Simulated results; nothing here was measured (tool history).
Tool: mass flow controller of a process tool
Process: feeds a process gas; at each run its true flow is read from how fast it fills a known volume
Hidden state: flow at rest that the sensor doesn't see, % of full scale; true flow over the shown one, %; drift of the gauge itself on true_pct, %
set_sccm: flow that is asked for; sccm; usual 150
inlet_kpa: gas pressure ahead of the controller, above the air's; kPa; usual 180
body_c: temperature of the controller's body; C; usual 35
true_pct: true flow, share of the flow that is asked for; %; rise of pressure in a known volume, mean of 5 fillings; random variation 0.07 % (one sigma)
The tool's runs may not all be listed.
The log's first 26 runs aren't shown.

run,hour,set_sccm,inlet_kpa,body_c,hours of work since the controller was set to zero,hours of work since the controller was changed,true_pct
27,10003.1,84,273,35,1274,5815,104.06
28,10230.6,84,273,35,1354,5896,104.28
29,10730.8,84,273,35,1531,6073,104.56
30,10998.5,84,273,35,1626,6167,104.61
# hour 11131.3: controller exchanged for a calibrated one
31,11397.7,87,232,38,94,94,99.46
32,11782.1,150,185,30,230,230,99.35
33,12206.4,498,190,23,380,380,100.07
34,12474.4,150,170,34,475,475,99.94
35,12786.2,128,221,27,586,586,99.62
36,13127.9,128,221,27,706,706,99.7

The next listed run, before its measurement:
37,13569.2,61,221,27,863,863,?

Run 37 gave true_pct 100.56 %.
Without the tool's hidden state the same run would have given true_pct 98.46 %.

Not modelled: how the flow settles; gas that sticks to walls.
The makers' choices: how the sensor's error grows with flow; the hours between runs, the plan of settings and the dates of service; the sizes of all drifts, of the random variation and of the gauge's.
